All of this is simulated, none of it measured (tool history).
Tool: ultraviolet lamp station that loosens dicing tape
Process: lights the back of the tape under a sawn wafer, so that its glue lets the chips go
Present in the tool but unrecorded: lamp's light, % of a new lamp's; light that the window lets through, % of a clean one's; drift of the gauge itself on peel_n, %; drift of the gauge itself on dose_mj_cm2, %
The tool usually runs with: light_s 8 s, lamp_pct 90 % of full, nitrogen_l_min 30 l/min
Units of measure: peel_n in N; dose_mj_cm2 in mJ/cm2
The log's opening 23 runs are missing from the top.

run	day	light_s	lamp_pct	nitrogen_l_min	hours of work of the lamp	hours of work since the window was cleaned	peel_n	dose_mj_cm2
24	52.804	5	80	49	182	55	2.237	187
25	55.538	5	80	49	231	105	2.261	182
26	57.250	5	80	49	262	135	2.274	179
27	59.858	8	90	17	309	182	1.647	317
28	62.996	8	90	34	365	239	1.106	311
29	64.892	7	90	37	400	273	1.335	268
30	66.379	7	90	30	426	300	1.618	264
31	67.704	8	62	30	450	324	2.358	205
32	70.817	5	90	52	506	380	2.218	182
33	72.921	7	93	12	544	418	2.639	264
# day 74.838: window cleaned of glue's vapour
34	76.033	7	93	12	600	22	2.459	276
35	77.433	15	70	58	625	47	0.360	443
36	79.117	15	70	58	656	77	0.353	436
37	80.975	10	84	19	689	111	1.322	347
38	82.512	10	84	19	717	138	1.347	336
39	84.238	8	64	59	748	169	1.740	204
40	86.000	5	75	14	780	201	4.524	146
41	87.800	5	96	30	812	234	2.649	186
42	90.488	5	96	30	860	282	2.830	184
43	92.354	11	90	45	894	316	0.614	374
44	95.475	11	90	45	950	372	0.635	366

Consider 3 possible next runs. They are alternatives, not a sequence: every one starts from the tool as it was left by run 44. What does each give?
A	97.754	5	90	30	991	413	?	?
B	97.754	11	77	54	991	413	?	?
C	97.754	6	70	41	991	413	?	?

run	peel_n	dose_mj_cm2
A	3.131	164
B	0.869	306
C	3.014	152
Without the tool's unlogged condition, the same runs would have read:
run	peel_n	dose_mj_cm2
A	2.152	219
B	0.448	410
C	2.048	204
